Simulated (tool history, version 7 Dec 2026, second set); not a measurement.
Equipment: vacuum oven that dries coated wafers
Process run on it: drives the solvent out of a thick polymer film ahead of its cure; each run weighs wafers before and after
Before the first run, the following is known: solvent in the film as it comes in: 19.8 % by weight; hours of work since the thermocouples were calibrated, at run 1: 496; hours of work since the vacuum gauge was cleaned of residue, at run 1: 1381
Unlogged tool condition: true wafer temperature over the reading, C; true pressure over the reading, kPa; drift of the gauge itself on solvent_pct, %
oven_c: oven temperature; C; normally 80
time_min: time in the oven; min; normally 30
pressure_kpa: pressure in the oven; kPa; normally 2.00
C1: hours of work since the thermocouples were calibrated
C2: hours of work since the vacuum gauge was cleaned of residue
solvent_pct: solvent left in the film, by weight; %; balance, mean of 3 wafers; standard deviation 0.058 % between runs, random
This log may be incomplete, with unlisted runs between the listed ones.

Run 1, day 0.000: usual settings; C1 496; C2 1381. Result: solvent_pct 2.88 %.
Run 2, day 1.450: usual settings; C1 515; C2 1401. Result: solvent_pct 2.95 %.
Run 3, day 3.838: usual settings; C1 547; C2 1433. Result: solvent_pct 2.87 %.
Run 4, day 6.962: usual settings; C1 589; C2 1475. Result: solvent_pct 2.82 %.
Run 5, day 9.446: usual settings; C1 622; C2 1508. Result: solvent_pct 2.88 %.
Run 6, day 11.408: usual settings but oven_c 66 C; C1 648; C2 1534. Result: solvent_pct 7.47 %.
Run 7, day 12.829: usual settings but pressure_kpa 4.51 kPa; C1 667; C2 1553. Result: solvent_pct 5.15 %.
Run 8, day 14.683: usual settings; C1 692; C2 1578. Result: solvent_pct 2.92 %.
Run 9, day 17.504: usual settings; C1 730; C2 1616. Result: solvent_pct 2.96 %.
Run 10, day 18.879: usual settings; C1 748; C2 1634. Result: solvent_pct 2.84 %.
Run 11, day 21.008: usual settings but oven_c 93 C, time_min 47 min, pressure_kpa 2.18 kPa; C1 777; C2 1662. Result: solvent_pct 1.16 %.
Run 12, day 22.833: usual settings but oven_c 93 C, time_min 47 min, pressure_kpa 2.18 kPa; C1 801; C2 1687. Result: solvent_pct 1.29 %.
Run 13, day 24.242: usual settings but oven_c 67 C, time_min 15 min, pressure_kpa 7.56 kPa; C1 820; C2 1706. Result: solvent_pct 15.65 %.
Run 14, day 26.975: usual settings but oven_c 73 C, time_min 22 min, pressure_kpa 5.58 kPa; C1 857; C2 1742. Result: solvent_pct 10.06 %.
Run 15, day 29.133: usual settings but oven_c 75 C, time_min 36 min, pressure_kpa 3.23 kPa; C1 885; C2 1771. Result: solvent_pct 4.83 %.
Run 16, day 32.133: usual settings but time_min 50 min; C1 925; C2 1811. Result: solvent_pct 2.03 %.
Run 17, day 33.967: usual settings but time_min 50 min; C1 950; C2 1836. Result: solvent_pct 2.03 %.
Run 18, day 36.088: usual settings but time_min 50 min; C1 978; C2 1864. Result: solvent_pct 2.25 %.
Run 19, day 38.533: usual settings but oven_c 70 C, time_min 25 min, pressure_kpa 1.41 kPa; C1 1011; C2 1897. Result: solvent_pct 6.20 %.
At day 39.046: vacuum gauge cleaned of residue and calibrated.
Run 20, day 40.329: usual settings but oven_c 86 C, pressure_kpa 6.92 kPa; C1 1034; C2 17. Result: solvent_pct 5.56 %.

What if the next run were any one of these 4? Each begins from the tool's condition after run 20:
Run A, day 43.350: usual settings but oven_c 89 C, time_min 29 min, pressure_kpa 6.92 kPa; C1 1075; C2 58. Result: solvent_pct ?.
Run B, day 43.350: usual settings but oven_c 84 C, time_min 15 min, pressure_kpa 2.48 kPa; C1 1075; C2 58. Result: solvent_pct ?.
Run C, day 43.350: usual settings but oven_c 86 C, pressure_kpa 4.60 kPa; C1 1075; C2 58. Result: solvent_pct ?.
Run D, day 43.350: usual settings but oven_c 79 C; C1 1075; C2 58. Result: solvent_pct ?.

run  solvent_pct
  A         4.80
  B         4.79
  C         3.83
  D         3.09
The same runs, with their run-to-run variation unchanged, on a tool lacking any hidden condition would have given:
run  solvent_pct
  A         4.79
  B         4.78
  C         3.83
  D         3.08
